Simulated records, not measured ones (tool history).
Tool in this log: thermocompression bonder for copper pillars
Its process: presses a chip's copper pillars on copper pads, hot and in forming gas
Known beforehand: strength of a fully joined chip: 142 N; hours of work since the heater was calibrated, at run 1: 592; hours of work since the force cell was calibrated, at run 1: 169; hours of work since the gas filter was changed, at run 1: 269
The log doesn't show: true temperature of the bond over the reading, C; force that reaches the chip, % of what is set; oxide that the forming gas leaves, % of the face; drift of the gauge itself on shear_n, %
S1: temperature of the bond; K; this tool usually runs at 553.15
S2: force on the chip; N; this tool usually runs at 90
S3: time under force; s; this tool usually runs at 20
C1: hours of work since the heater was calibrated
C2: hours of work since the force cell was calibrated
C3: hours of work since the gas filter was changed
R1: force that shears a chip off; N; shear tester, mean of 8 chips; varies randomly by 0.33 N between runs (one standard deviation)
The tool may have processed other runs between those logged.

{"run": 1, "hour": 0.0, "S1": 553.15, "S2": 90, "S3": 20, "C1": 592, "C2": 169, "C3": 269, "R1": 56.7}
{"hour": 19.1, "done": "forming gas filter changed"}
{"run": 2, "hour": 28.3, "S1": 553.15, "S2": 90, "S3": 20, "C1": 607, "C2": 184, "C3": 5, "R1": 56.2}
{"run": 3, "hour": 50.5, "S1": 553.15, "S2": 90, "S3": 10, "C1": 619, "C2": 196, "C3": 17, "R1": 42.7}
{"run": 4, "hour": 71.4, "S1": 553.15, "S2": 90, "S3": 10, "C1": 630, "C2": 207, "C3": 28, "R1": 43.2}
{"run": 5, "hour": 87.7, "S1": 553.15, "S2": 90, "S3": 10, "C1": 639, "C2": 216, "C3": 37, "R1": 43}
{"run": 6, "hour": 115.2, "S1": 553.15, "S2": 90, "S3": 11, "C1": 654, "C2": 231, "C3": 52, "R1": 44.5}
{"run": 7, "hour": 133.2, "S1": 553.15, "S2": 90, "S3": 11, "C1": 664, "C2": 241, "C3": 62, "R1": 44.8}
{"run": 8, "hour": 153.5, "S1": 553.15, "S2": 90, "S3": 20, "C1": 675, "C2": 252, "C3": 72, "R1": 56.9}
{"run": 9, "hour": 170.2, "S1": 553.15, "S2": 90, "S3": 20, "C1": 684, "C2": 261, "C3": 81, "R1": 57.1}
{"run": 10, "hour": 195.3, "S1": 553.15, "S2": 90, "S3": 20, "C1": 697, "C2": 274, "C3": 95, "R1": 56.1}
{"run": 11, "hour": 213.3, "S1": 553.15, "S2": 71, "S3": 20, "C1": 707, "C2": 284, "C3": 105, "R1": 45.5}
{"run": 12, "hour": 232.3, "S1": 553.15, "S2": 71, "S3": 20, "C1": 717, "C2": 294, "C3": 115, "R1": 46}
{"run": 13, "hour": 257.2, "S1": 553.15, "S2": 90, "S3": 12, "C1": 731, "C2": 308, "C3": 128, "R1": 46.7}
{"run": 14, "hour": 286.2, "S1": 553.15, "S2": 90, "S3": 20, "C1": 746, "C2": 323, "C3": 144, "R1": 56.3}
{"run": 15, "hour": 308.3, "S1": 553.15, "S2": 78, "S3": 20, "C1": 758, "C2": 335, "C3": 156, "R1": 49.7}
{"run": 16, "hour": 329.6, "S1": 538.15, "S2": 90, "S3": 20, "C1": 770, "C2": 347, "C3": 168, "R1": 46.9}
{"run": 17, "hour": 346.6, "S1": 538.15, "S2": 90, "S3": 20, "C1": 779, "C2": 356, "C3": 177, "R1": 46}
{"run": 18, "hour": 371.9, "S1": 538.15, "S2": 90, "S3": 20, "C1": 792, "C2": 370, "C3": 190, "R1": 46.4}
{"run": 19, "hour": 400.1, "S1": 553.15, "S2": 90, "S3": 20, "C1": 808, "C2": 385, "C3": 206, "R1": 56.9}
{"run": 20, "hour": 427.0, "S1": 553.15, "S2": 90, "S3": 20, "C1": 822, "C2": 399, "C3": 220, "R1": 56.5}
{"run": 21, "hour": 446.1, "S1": 564.15, "S2": 98, "S3": 20, "C1": 832, "C2": 410, "C3": 230, "R1": 68.9}
{"run": 22, "hour": 461.5, "S1": 564.15, "S2": 75, "S3": 20, "C1": 841, "C2": 418, "C3": 239, "R1": 55.6}
{"run": 23, "hour": 486.7, "S1": 546.15, "S2": 90, "S3": 32, "C1": 854, "C2": 432, "C3": 252, "R1": 61.7}
{"run": 24, "hour": 505.9, "S1": 562.15, "S2": 90, "S3": 21, "C1": 865, "C2": 442, "C3": 263, "R1": 63.7}
{"run": 25, "hour": 523.7, "S1": 527.15, "S2": 134, "S3": 37, "C1": 874, "C2": 451, "C3": 272, "R1": 71}
{"hour": 538.5, "done": "forming gas filter changed"}
{"run": 26, "hour": 545.8, "S1": 564.15, "S2": 104, "S3": 20, "C1": 886, "C2": 463, "C3": 4, "R1": 72.7}
{"run": 27, "hour": 564.7, "S1": 551.15, "S2": 109, "S3": 18, "C1": 896, "C2": 473, "C3": 14, "R1": 62.8}
{"run": 28, "hour": 583.9, "S1": 570.15, "S2": 104, "S3": 15, "C1": 907, "C2": 484, "C3": 24, "R1": 69.4}
{"run": 29, "hour": 597.6, "S1": 556.15, "S2": 116, "S3": 23, "C1": 914, "C2": 491, "C3": 32, "R1": 75.4}
{"run": 30, "hour": 622.7, "S1": 528.15, "S2": 73, "S3": 26, "C1": 928, "C2": 505, "C3": 45, "R1": 36.2}
{"run": 31, "hour": 637.7, "S1": 530.15, "S2": 56, "S3": 20, "C1": 936, "C2": 513, "C3": 54, "R1": 26.5}
{"run": 32, "hour": 652.4, "S1": 556.15, "S2": 58, "S3": 20, "C1": 944, "C2": 521, "C3": 61, "R1": 39.3}
{"run": 33, "hour": 670.5, "S1": 556.15, "S2": 58, "S3": 20, "C1": 953, "C2": 530, "C3": 71, "R1": 39.5}
{"run": 34, "hour": 688.7, "S1": 582.15, "S2": 74, "S3": 36, "C1": 963, "C2": 540, "C3": 81, "R1": 81.7}
{"run": 35, "hour": 704.3, "S1": 569.15, "S2": 105, "S3": 20, "C1": 972, "C2": 549, "C3": 89, "R1": 76.3}
{"run": 36, "hour": 731.0, "S1": 579.15, "S2": 90, "S3": 20, "C1": 986, "C2": 563, "C3": 104, "R1": 75.7}
{"run": 37, "hour": 751.2, "S1": 553.15, "S2": 99, "S3": 26, "C1": 997, "C2": 574, "C3": 115, "R1": 67.3}
{"run": 38, "hour": 767.9, "S1": 553.15, "S2": 99, "S3": 26, "C1": 1006, "C2": 583, "C3": 124, "R1": 66.7}
{"run": 39, "hour": 795.7, "S1": 581.15, "S2": 103, "S3": 53, "C1": 1021, "C2": 598, "C3": 139, "R1": 108.8}

What if the next run were any one of these 5? Each begins from the tool's condition after run 39:
{"run": "A", "hour": 818.2, "S1": 582.15, "S2": 104, "S3": 11, "C1": 1033, "C2": 610, "C3": 151, "R1": "?"}
{"run": "B", "hour": 818.2, "S1": 572.15, "S2": 103, "S3": 53, "C1": 1033, "C2": 610, "C3": 151, "R1": "?"}
{"run": "C", "hour": 818.2, "S1": 582.15, "S2": 70, "S3": 17, "C1": 1033, "C2": 610, "C3": 151, "R1": "?"}
{"run": "D", "hour": 818.2, "S1": 553.15, "S2": 89, "S3": 32, "C1": 1033, "C2": 610, "C3": 151, "R1": "?"}
{"run": "E", "hour": 818.2, "S1": 538.15, "S2": 71, "S3": 32, "C1": 1033, "C2": 610, "C3": 151, "R1": "?"}

run=A R1=71
run=B R1=103
run=C R1=60.3
run=D R1=67.3
run=E R1=45.7
What these runs would have given with no unlogged condition in the tool:
run=A R1=71
run=B R1=103
run=C R1=60.3
run=D R1=67.3
run=E R1=45.6
